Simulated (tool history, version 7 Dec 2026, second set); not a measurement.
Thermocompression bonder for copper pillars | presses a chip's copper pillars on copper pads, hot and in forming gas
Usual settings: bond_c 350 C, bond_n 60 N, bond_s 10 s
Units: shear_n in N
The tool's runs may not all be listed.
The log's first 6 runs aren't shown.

run	hour	bond_c	bond_n	bond_s	hours of work since the heater was calibrated	hours of work since the force cell was calibrated	hours of work since the gas filter was changed	shear_n
7	287.6	350	60	10	874	523	68	48.3
8	314.6	350	60	10	890	540	85	48.0
9	346.6	350	60	10	909	559	104	47.5
10	398.7	350	60	10	941	591	136	47.7
11	446.9	350	60	10	971	620	165	46.8
# hour 457.3: forming gas filter changed
12	506.1	350	60	10	1006	656	30	48.8
13	567.7	350	60	10	1044	694	67	48.4
14	602.3	350	60	10	1065	715	88	48.2
15	638.4	350	54	10	1087	737	110	44.5
16	675.4	350	85	10	1110	759	133	60.6
# hour 694.0: heater calibrated with a thermocouple chip
17	728.0	350	85	10	21	790	164	57.1
# hour 743.7: forming gas filter changed
18	763.0	350	85	6	42	811	12	50.5
19	815.5	365	85	6	74	843	44	56.5
20	865.4	353	85	6	104	874	74	50.6
21	917.8	353	85	6	136	906	106	50.3

Forecast run 22:
22	943.2	353	85	6	152	921	122	?

shear_n: 50.4 N
Without the tool's hidden state the same run would have given shear_n 52.8 N.
